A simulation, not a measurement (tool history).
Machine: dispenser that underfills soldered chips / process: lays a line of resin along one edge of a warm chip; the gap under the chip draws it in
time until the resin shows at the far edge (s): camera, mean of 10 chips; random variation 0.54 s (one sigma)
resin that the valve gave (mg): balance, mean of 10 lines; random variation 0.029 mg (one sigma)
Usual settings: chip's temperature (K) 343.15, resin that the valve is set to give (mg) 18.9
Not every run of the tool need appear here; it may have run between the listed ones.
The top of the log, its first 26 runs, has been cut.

run	hour	chip's temperature (K)	resin that the valve is set to give (mg)	hours of work since the syringe was changed	hours of work since the valve was cleaned	hours of work since the stage was calibrated	time until the resin shows at the far edge (s)	resin that the valve gave (mg)
27	191.9	333.15	18.2	5	6	160	110.5	18.15
# hour 195.5: new syringe of resin
28	199.6	343.15	19.9	3	12	165	55.9	19.78
# hour 205.6: new syringe of resin
29	205.7	347.15	18.3	0	17	170	36.3	18.18
30	214.0	342.15	16.4	7	23	177	77.6	16.21
# hour 215.9: new syringe of resin
31	223.8	344.15	16.4	6	31	184	67.0	16.08
# hour 225.6: new syringe of resin
32	232.7	344.15	16.4	6	38	191	64.2	16.01
# hour 235.7: new syringe of resin
33	238.3	354.15	23.8	2	42	195	28.7	23.25
# hour 239.9: dispensing valve cleaned and set on the balance
# hour 246.8: new syringe of resin
34	246.9	331.15	24.0	0	5	201	76.9	23.94

Here are 4 independent what-if runs from the current tool condition. What would each one return?
A	253.4	342.15	24.0	5	11	206	?	?
B	253.4	331.15	19.2	5	11	206	?	?
C	253.4	330.15	24.0	5	11	206	?	?
D	253.4	343.15	16.4	5	11	206	?	?

run	time until the resin shows at the far edge (s)	resin that the valve gave (mg)
A	66.3	23.81
B	118.4	19.05
C	119.8	23.86
D	65.4	16.31
The same runs, with their run-to-run variation unchanged, on a tool lacking any hidden condition would have given:
run	time until the resin shows at the far edge (s)	resin that the valve gave (mg)
A	47.0	23.96
B	84.1	19.17
C	85.4	24.01
D	46.2	16.41
